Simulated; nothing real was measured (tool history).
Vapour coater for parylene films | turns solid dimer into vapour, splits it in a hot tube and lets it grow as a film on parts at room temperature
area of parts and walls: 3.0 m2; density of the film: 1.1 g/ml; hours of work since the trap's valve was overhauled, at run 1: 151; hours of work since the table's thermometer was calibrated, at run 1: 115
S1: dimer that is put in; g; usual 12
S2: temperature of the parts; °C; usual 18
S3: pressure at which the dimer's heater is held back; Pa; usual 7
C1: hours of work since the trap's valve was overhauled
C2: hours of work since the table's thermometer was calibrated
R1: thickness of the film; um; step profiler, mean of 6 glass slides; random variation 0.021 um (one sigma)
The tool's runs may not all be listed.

{"run": 1, "hour": 0.0, "S1": 12, "S2": 18, "S3": 7, "C1": 151, "C2": 115, "R1": 1.42}
{"run": 2, "hour": 49.5, "S1": 12, "S2": 18, "S3": 7, "C1": 187, "C2": 151, "R1": 1.41}
{"run": 3, "hour": 86.1, "S1": 12, "S2": 18, "S3": 7, "C1": 214, "C2": 178, "R1": 1.39}
{"run": 4, "hour": 108.4, "S1": 12, "S2": 18, "S3": 6.29, "C1": 231, "C2": 195, "R1": 1.41}
{"run": 5, "hour": 146.3, "S1": 7, "S2": 18, "S3": 7, "C1": 259, "C2": 223, "R1": 0.74}
{"hour": 184.9, "done": "trap's valve overhauled"}
{"run": 6, "hour": 194.5, "S1": 7, "S2": 18, "S3": 7, "C1": 7, "C2": 256, "R1": 0.91}
{"run": 7, "hour": 234.1, "S1": 7, "S2": 18, "S3": 7, "C1": 36, "C2": 285, "R1": 0.88}
{"run": 8, "hour": 271.4, "S1": 7, "S2": 18, "S3": 7, "C1": 64, "C2": 313, "R1": 0.87}
{"run": 9, "hour": 306.6, "S1": 7, "S2": 18, "S3": 7, "C1": 90, "C2": 339, "R1": 0.87}
{"run": 10, "hour": 336.7, "S1": 7, "S2": 18, "S3": 7, "C1": 112, "C2": 361, "R1": 0.85}
{"run": 11, "hour": 365.5, "S1": 7, "S2": 18, "S3": 7, "C1": 134, "C2": 382, "R1": 0.83}
{"run": 12, "hour": 399.1, "S1": 7, "S2": 18, "S3": 7, "C1": 159, "C2": 407, "R1": 0.83}
{"run": 13, "hour": 445.7, "S1": 7, "S2": 18, "S3": 7, "C1": 193, "C2": 442, "R1": 0.84}
{"run": 14, "hour": 495.3, "S1": 12, "S2": 18, "S3": 7, "C1": 230, "C2": 478, "R1": 1.38}
{"run": 15, "hour": 534.7, "S1": 12, "S2": 18, "S3": 7, "C1": 259, "C2": 508, "R1": 1.35}
{"run": 16, "hour": 562.2, "S1": 12, "S2": 18, "S3": 7.98, "C1": 279, "C2": 528, "R1": 1.31}
{"hour": 573.0, "done": "trap's valve overhauled"}
{"run": 17, "hour": 593.3, "S1": 12, "S2": 18, "S3": 7.98, "C1": 15, "C2": 548, "R1": 1.49}
{"run": 18, "hour": 636.6, "S1": 12, "S2": 18, "S3": 7.98, "C1": 47, "C2": 580, "R1": 1.48}
{"run": 19, "hour": 679.4, "S1": 12, "S2": 18, "S3": 5.04, "C1": 79, "C2": 612, "R1": 1.57}
{"run": 20, "hour": 714.6, "S1": 12, "S2": 18, "S3": 7, "C1": 105, "C2": 638, "R1": 1.48}
{"run": 21, "hour": 750.7, "S1": 12, "S2": 18, "S3": 7, "C1": 132, "C2": 665, "R1": 1.42}
{"run": 22, "hour": 792.8, "S1": 12, "S2": 18, "S3": 7, "C1": 163, "C2": 696, "R1": 1.43}
{"run": 23, "hour": 837.5, "S1": 12, "S2": 18, "S3": 7, "C1": 196, "C2": 729, "R1": 1.36}
{"run": 24, "hour": 876.1, "S1": 12, "S2": 18, "S3": 7, "C1": 224, "C2": 757, "R1": 1.37}
{"run": 25, "hour": 897.6, "S1": 16, "S2": 13, "S3": 7, "C1": 240, "C2": 773, "R1": 2.08}
{"run": 26, "hour": 939.4, "S1": 12, "S2": 18, "S3": 2.38, "C1": 271, "C2": 804, "R1": 1.6}
{"hour": 961.3, "done": "trap's valve overhauled"}
{"run": 27, "hour": 978.2, "S1": 12, "S2": 21, "S3": 6.26, "C1": 13, "C2": 830, "R1": 1.43}
{"run": 28, "hour": 1009.1, "S1": 12, "S2": 21, "S3": 6.26, "C1": 35, "C2": 853, "R1": 1.42}
{"run": 29, "hour": 1042.5, "S1": 12, "S2": 18, "S3": 5.95, "C1": 60, "C2": 878, "R1": 1.55}
{"run": 30, "hour": 1068.5, "S1": 20, "S2": 18, "S3": 5.05, "C1": 79, "C2": 897, "R1": 2.6}
{"run": 31, "hour": 1099.8, "S1": 12, "S2": 18, "S3": 5.05, "C1": 103, "C2": 920, "R1": 1.48}
{"run": 32, "hour": 1146.4, "S1": 5, "S2": 18, "S3": 7, "C1": 137, "C2": 955, "R1": 0.57}
{"run": 33, "hour": 1167.7, "S1": 8, "S2": 16, "S3": 6.91, "C1": 153, "C2": 970, "R1": 1.02}
{"run": 34, "hour": 1205.2, "S1": 7, "S2": 24, "S3": 3.28, "C1": 181, "C2": 998, "R1": 0.81}
{"run": 35, "hour": 1237.0, "S1": 7, "S2": 24, "S3": 3.28, "C1": 204, "C2": 1022, "R1": 0.82}
{"run": 36, "hour": 1274.1, "S1": 7, "S2": 24, "S3": 3.28, "C1": 232, "C2": 1049, "R1": 0.77}
{"run": 37, "hour": 1306.4, "S1": 11, "S2": 15, "S3": 4.4, "C1": 256, "C2": 1073, "R1": 1.44}
{"run": 38, "hour": 1335.4, "S1": 11, "S2": 15, "S3": 4.4, "C1": 277, "C2": 1095, "R1": 1.47}
{"hour": 1350.3, "done": "trap's valve overhauled"}
{"run": 39, "hour": 1370.6, "S1": 11, "S2": 15, "S3": 4.4, "C1": 15, "C2": 1118, "R1": 1.61}
{"run": 40, "hour": 1391.7, "S1": 7, "S2": 18, "S3": 9.8, "C1": 31, "C2": 1133, "R1": 0.83}
{"run": 41, "hour": 1420.7, "S1": 11, "S2": 18, "S3": 7, "C1": 52, "C2": 1155, "R1": 1.38}
{"run": 42, "hour": 1444.8, "S1": 11, "S2": 30, "S3": 3.64, "C1": 70, "C2": 1173, "R1": 1.12}
{"run": 43, "hour": 1491.2, "S1": 5, "S2": 30, "S3": 4.69, "C1": 104, "C2": 1207, "R1": 0.44}
{"run": 44, "hour": 1523.6, "S1": 11, "S2": 28, "S3": 4.69, "C1": 128, "C2": 1231, "R1": 1.12}
{"run": 45, "hour": 1570.4, "S1": 13, "S2": 23, "S3": 7, "C1": 163, "C2": 1266, "R1": 1.31}
{"run": 46, "hour": 1607.2, "S1": 16, "S2": 14, "S3": 7, "C1": 190, "C2": 1293, "R1": 2.09}
{"run": 47, "hour": 1649.1, "S1": 19, "S2": 27, "S3": 8.68, "C1": 221, "C2": 1324, "R1": 1.62}

Some steps in R1 between neighbouring runs. How much of each would the tool show without its hidden state too (settings, what came in, random variation), and how much is left for the hidden state, with any gauge scatter that isn't in both results?
The hidden state here: vapour lost through the trap's worn valve, %; true temperature of the parts over the reading, C; drift of the gauge itself on film_um, %.
Run 16 -> 17: trap's valve overhauled. R1 +0.18 um: hidden state +0.19, all else -0.01.
Run 26 -> 27: S2 18 -> 21, S3 2.38 -> 6.26, trap's valve overhauled. R1 -0.17 um: hidden state +0.23, all else -0.4.
Run 29 -> 30: S1 12 -> 20, S3 5.95 -> 5.05. R1 +1.05 um: hidden state -0.06, all else +1.11.
Run 30 -> 31: S1 20 -> 12. R1 -1.12 um: hidden state +0.03, all else -1.15.
Run 31 -> 32: S1 12 -> 5, S3 5.05 -> 7. R1 -0.91 um: hidden state +0.04, all else -0.95.
Run 38 -> 39: trap's valve overhauled. R1 +0.14 um: hidden state +0.2, all else -0.06.

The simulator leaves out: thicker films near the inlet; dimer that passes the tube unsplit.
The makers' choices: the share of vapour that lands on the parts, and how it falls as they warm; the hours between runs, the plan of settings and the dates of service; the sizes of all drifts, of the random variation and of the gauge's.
